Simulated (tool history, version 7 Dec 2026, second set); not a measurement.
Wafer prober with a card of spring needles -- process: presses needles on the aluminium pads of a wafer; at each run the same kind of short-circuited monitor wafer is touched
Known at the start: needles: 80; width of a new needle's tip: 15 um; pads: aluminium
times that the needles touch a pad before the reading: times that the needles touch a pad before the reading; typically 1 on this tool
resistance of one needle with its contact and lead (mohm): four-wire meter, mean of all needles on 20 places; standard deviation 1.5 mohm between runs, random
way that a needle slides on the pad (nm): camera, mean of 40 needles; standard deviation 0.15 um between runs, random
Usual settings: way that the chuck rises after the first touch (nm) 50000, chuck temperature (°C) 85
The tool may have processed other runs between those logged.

run,hour,way that the chuck rises after the first touch (nm),chuck temperature (°C),times that the needles touch a pad before the reading,resistance of one needle with its contact and lead (mohm),way that a needle slides on the pad (nm)
1,0,50000,85,1,178,12360
# hour 7.5: tips cleaned on abrasive film
# hour 15: tips cleaned on abrasive film
# hour 22.5: tips cleaned on abrasive film
# hour 31.8: tips cleaned on abrasive film
# hour 41.2: tips cleaned on abrasive film
# hour 48.7: tips cleaned on abrasive film
2,51,50000,85,1,210,11800
# hour 56.7: tips cleaned on abrasive film
# hour 64.2: tips cleaned on abrasive film
# hour 73.5: tips cleaned on abrasive film
3,74.3,50000,85,1,183,11690
# hour 81.8: tips cleaned on abrasive film
# hour 89.3: tips cleaned on abrasive film
# hour 96.8: tips cleaned on abrasive film, once more
# hour 104.3: tips cleaned on abrasive film
# hour 113.6: tips cleaned on abrasive film
4,113.9,50000,55,1,166,11530
# hour 121.4: tips cleaned on abrasive film
# hour 130.7: tips cleaned on abrasive film
# hour 138.2: tips cleaned on abrasive film
# hour 145.7: tips cleaned on abrasive film
# hour 155.1: tips cleaned on abrasive film
5,155.5,39000,55,1,212,8230
# hour 163: tips cleaned on abrasive film
# hour 172.3: tips cleaned on abrasive film
# hour 181.7: tips cleaned on abrasive film
6,185.9,39000,55,1,330,8200
# hour 189.6: tips cleaned on abrasive film
# hour 197.1: tips cleaned on abrasive film
# hour 206.5: tips cleaned on abrasive film
# hour 215.8: tips cleaned on abrasive film
7,217.3,39000,55,1,246,8240
# hour 224.8: tips cleaned on abrasive film
# hour 232.2: tips cleaned on abrasive film
# hour 241.6: tips cleaned on abrasive film
# hour 249.1: tips cleaned on abrasive film
# hour 256.6: tips cleaned on abrasive film
# hour 265.7: tips cleaned on abrasive film
8,265.7,39000,55,1,198,7920
# hour 275: tips cleaned on abrasive film
# hour 284.4: tips cleaned on abrasive film
# hour 292.1: tips cleaned on abrasive film
9,292.1,39000,55,1,185,7790
# hour 299.6: tips cleaned on abrasive film
# hour 307.1: tips cleaned on abrasive film
# hour 316.4: tips cleaned on abrasive film
# hour 325.8: tips cleaned on abrasive film
# hour 333.3: tips cleaned on abrasive film
# hour 342.6: tips cleaned on abrasive film
10,344.9,39000,55,1,299,7920
# hour 350.5: tips cleaned on abrasive film
# hour 358: tips cleaned on abrasive film
# hour 367.4: tips cleaned on abrasive film
# hour 376.7: tips cleaned on abrasive film
11,378.9,39000,55,1,318,7730
# hour 384.5: tips cleaned on abrasive film
# hour 393.8: tips cleaned on abrasive film
# hour 403.2: tips cleaned on abrasive film
# hour 412.5: tips cleaned on abrasive film
# hour 421.9: tips cleaned on abrasive film
12,429.2,39000,55,1,560,7530
# hour 431.2: tips cleaned on abrasive film
# hour 440.5: tips cleaned on abrasive film
# hour 448: tips cleaned on abrasive film
# hour 457.3: tips cleaned on abrasive film
# hour 464.8: tips cleaned on abrasive film
13,470.1,44000,51,1,422,8520
# hour 473.9: tips cleaned on abrasive film
# hour 483.3: tips cleaned on abrasive film
# hour 492.6: tips cleaned on abrasive film
# hour 500.1: tips cleaned on abrasive film
# hour 509.4: tips cleaned on abrasive film
# hour 518.8: tips cleaned on abrasive film
14,521.5,44000,65,1,322,8720
# hour 527.1: tips cleaned on abrasive film
# hour 534.6: tips cleaned on abrasive film
# hour 542.1: tips cleaned on abrasive film
# hour 551.5: tips cleaned on abrasive film
# hour 560.1: tips cleaned on abrasive film
15,560.1,50000,73,2,174,9820
# hour 562.2: height of the first contact set anew
# hour 567.9: tips cleaned on abrasive film
# hour 577.2: tips cleaned on abrasive film
# hour 584.7: tips cleaned on abrasive film
# hour 594: tips cleaned on abrasive film
16,595.9,68000,98,2,160,18160
# hour 603.4: tips cleaned on abrasive film
# hour 612.7: tips cleaned on abrasive film
# hour 622: tips cleaned on abrasive film
# hour 631.4: tips cleaned on abrasive film
# hour 640.7: tips cleaned on abrasive film
17,645.8,68000,98,2,185,17280
# hour 649.6: tips cleaned on abrasive film
# hour 658.9: tips cleaned on abrasive film
# hour 668.2: tips cleaned on abrasive film
18,670.2,50000,85,2,185,12930
# hour 675.9: tips cleaned on abrasive film
# hour 683.4: tips cleaned on abrasive film
# hour 690.9: tips cleaned on abrasive film
# hour 700.2: tips cleaned on abrasive film
# hour 709.6: tips cleaned on abrasive film
# hour 717.4: tips cleaned on abrasive film
19,717.4,34000,85,2,181,8370
# hour 724.9: tips cleaned on abrasive film
# hour 732.4: tips cleaned on abrasive film
# hour 741.7: tips cleaned on abrasive film
# hour 749.2: tips cleaned on abrasive film
20,752,34000,85,2,262,8590
# hour 757.6: tips cleaned on abrasive film
# hour 767: tips cleaned on abrasive film
# hour 774.5: tips cleaned on abrasive film
# hour 783.8: tips cleaned on abrasive film
# hour 793.1: tips cleaned on abrasive film
# hour 800.6: tips cleaned on abrasive film
21,805.2,50000,47,2,218,12610
# hour 809: tips cleaned on abrasive film
# hour 816.5: tips cleaned on abrasive film
# hour 825.9: tips cleaned on abrasive film
# hour 833.3: tips cleaned on abrasive film
# hour 842.7: tips cleaned on abrasive film
22,844.3,43000,85,1,231,10520
# hour 851.8: tips cleaned on abrasive film
# hour 859.3: tips cleaned on abrasive film
# hour 868.6: tips cleaned on abrasive film
# hour 876.1: tips cleaned on abrasive film
# hour 885.5: tips cleaned on abrasive film
# hour 892.9: tips cleaned on abrasive film
23,894.8,43000,26,1,239,10300
# hour 902: tips cleaned on abrasive film
# hour 909.5: tips cleaned on abrasive film
# hour 918.8: tips cleaned on abrasive film
24,920.8,43000,26,1,258,10470

Forecast each of these 3 alternatives for the next run:
# hour 926.4: tips cleaned on abrasive film
# hour 933.9: tips cleaned on abrasive film
# hour 943.2: tips cleaned on abrasive film
# hour 952.5: tips cleaned on abrasive film
A,957.2,41000,26,2,?,?
# hour 926.4: tips cleaned on abrasive film
# hour 933.9: tips cleaned on abrasive film
# hour 943.2: tips cleaned on abrasive film
# hour 952.5: tips cleaned on abrasive film
B,957.2,37000,73,2,?,?
# hour 926.4: tips cleaned on abrasive film
# hour 933.9: tips cleaned on abrasive film
# hour 943.2: tips cleaned on abrasive film
# hour 952.5: tips cleaned on abrasive film
C,957.2,33000,26,2,?,?

run,resistance of one needle with its contact and lead (mohm),way that a needle slides on the pad (nm)
A,279,9550
B,318,8300
C,365,7490
The same runs, with their run-to-run variation unchanged, on a tool lacking any hidden condition would have given:
run,resistance of one needle with its contact and lead (mohm),way that a needle slides on the pad (nm)
A,136,10960
B,147,9730
C,138,8920
